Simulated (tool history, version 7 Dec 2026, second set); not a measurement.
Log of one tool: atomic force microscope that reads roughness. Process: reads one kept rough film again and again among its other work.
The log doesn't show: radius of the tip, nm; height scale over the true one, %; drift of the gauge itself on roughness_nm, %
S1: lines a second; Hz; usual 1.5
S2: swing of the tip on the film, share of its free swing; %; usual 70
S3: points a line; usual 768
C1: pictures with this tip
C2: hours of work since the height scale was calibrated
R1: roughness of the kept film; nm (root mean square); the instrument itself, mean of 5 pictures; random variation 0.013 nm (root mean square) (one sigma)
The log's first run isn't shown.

run	hour	S1	S2	S3	C1	C2	R1
2	6.8	1.5	70	768	59	161	2.523
3	10.7	1.5	70	768	65	162	2.461
4	19.6	1.5	70	768	80	167	2.393
5	28.1	1.5	70	405	95	171	2.287
# hour 35.2: new tip fitted
6	35.4	1.5	70	405	0	174	2.968
7	39.4	1.5	70	405	7	176	2.939
8	44.6	1.5	70	405	16	179	2.835
9	49.4	1.5	74	768	24	181	2.767
10	57.7	1.5	74	768	38	185	2.651
11	66.5	1.5	74	768	53	190	2.533
12	75.4	1.5	56	768	68	194	2.535
13	80.8	1.5	56	768	77	197	2.477
14	85.9	1.5	56	768	86	199	2.435
15	92.5	1.5	56	768	97	203	2.365
16	96.7	1.5	84	523	104	205	2.158
# hour 98.5: new tip fitted
17	104.5	0.85	60	523	11	208	3
18	111.1	0.85	60	523	22	212	2.916
19	119.8	1.5	60	355	37	216	2.744
20	123.9	2.51	60	987	44	218	2.657

The next listed run, before its measurement:
21	131	1.5	57	272	56	222	?

R1: 2.594 nm (root mean square)
Without the tool's hidden state the same run would have given R1 3.058 nm (root mean square).
